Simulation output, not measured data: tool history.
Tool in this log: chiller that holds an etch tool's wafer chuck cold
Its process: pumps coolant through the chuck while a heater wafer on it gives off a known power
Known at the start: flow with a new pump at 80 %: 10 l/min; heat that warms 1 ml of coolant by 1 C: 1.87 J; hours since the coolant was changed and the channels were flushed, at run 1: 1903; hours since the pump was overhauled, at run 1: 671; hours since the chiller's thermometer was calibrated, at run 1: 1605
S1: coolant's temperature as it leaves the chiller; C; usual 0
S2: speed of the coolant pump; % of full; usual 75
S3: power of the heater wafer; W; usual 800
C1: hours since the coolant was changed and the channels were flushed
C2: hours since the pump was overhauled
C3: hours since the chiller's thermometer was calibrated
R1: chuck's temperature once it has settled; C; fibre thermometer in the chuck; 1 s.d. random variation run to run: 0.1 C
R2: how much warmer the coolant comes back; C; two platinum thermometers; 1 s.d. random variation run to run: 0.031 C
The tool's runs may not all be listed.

run,hour,S1,S2,S3,C1,C2,C3,R1,R2
1,0.0,0,75,800,1903,671,1605,7.5,2.76
2,18.0,0,75,404,1921,689,1623,3.9,1.41
3,44.9,0,75,404,1948,716,1650,3.9,1.40
4,66.2,0,75,404,1969,737,1671,4.0,1.37
5,92.6,0,75,800,1995,763,1698,7.4,2.83
6,119.5,0,75,800,2022,790,1725,7.6,2.73
7,147.4,0,75,800,2050,818,1753,7.4,2.78
8,180.4,2,75,800,2083,851,1786,9.6,2.77
9,197.7,2,75,800,2100,869,1803,9.5,2.79
10,214.2,0,75,800,2117,885,1819,7.8,2.83
11,229.3,0,91,800,2132,900,1834,6.6,2.24
12,248.9,0,91,800,2152,920,1854,6.6,2.27
13,268.9,0,75,800,2172,940,1874,7.6,2.80
14,299.5,0,75,800,2202,970,1905,7.6,2.75
# hour 303.8: chiller's thermometer calibrated
15,325.0,0,75,800,2227,995,21,7.7,2.77
16,342.1,0,75,453,2244,1012,38,4.5,1.55
17,370.7,0,75,453,2272,1040,67,4.4,1.56
18,400.1,0,75,486,2302,1070,96,4.9,1.63
19,422.6,0,75,660,2324,1092,119,6.5,2.24
20,439.0,0,79,411,2341,1109,135,3.9,1.35
21,464.9,-3,79,700,2367,1135,161,3.6,2.34
# hour 493.1: chiller's thermometer calibrated, once more
22,497.5,5,70,778,2398,1166,4,12.5,2.94
23,517.8,0,98,683,2418,1187,25,5.3,1.82
24,542.6,-6,75,800,2443,1211,49,1.6,2.79
25,569.6,-6,75,800,2470,1238,76,1.4,2.79
26,593.2,0,75,800,2494,1262,100,7.4,2.74
27,608.8,0,75,965,2509,1278,116,8.9,3.32
28,632.1,-5,74,420,2533,1301,139,-0.9,1.49
29,647.7,-9,66,420,2548,1317,155,-4.7,1.70
30,681.5,-8,89,868,2582,1350,188,-0.9,2.52
31,701.7,-8,89,868,2602,1370,209,-1.0,2.53
32,721.4,2,89,416,2622,1390,228,5.4,1.23
33,736.7,7,75,546,2637,1406,244,12.1,1.88

Here are 3 independent what-if runs from the current tool condition. What would each one return?
A,764.0,7,62,800,2665,1433,271,?,?
B,764.0,7,75,491,2665,1433,271,?,?
C,764.0,5,75,546,2665,1433,271,?,?

run,R1,R2
A,15.5,3.41
B,11.5,1.72
C,10.1,1.89
What these runs would have given with no unlogged condition in the tool:
run,R1,R2
A,14.9,3.36
B,11.2,1.70
C,9.8,1.86
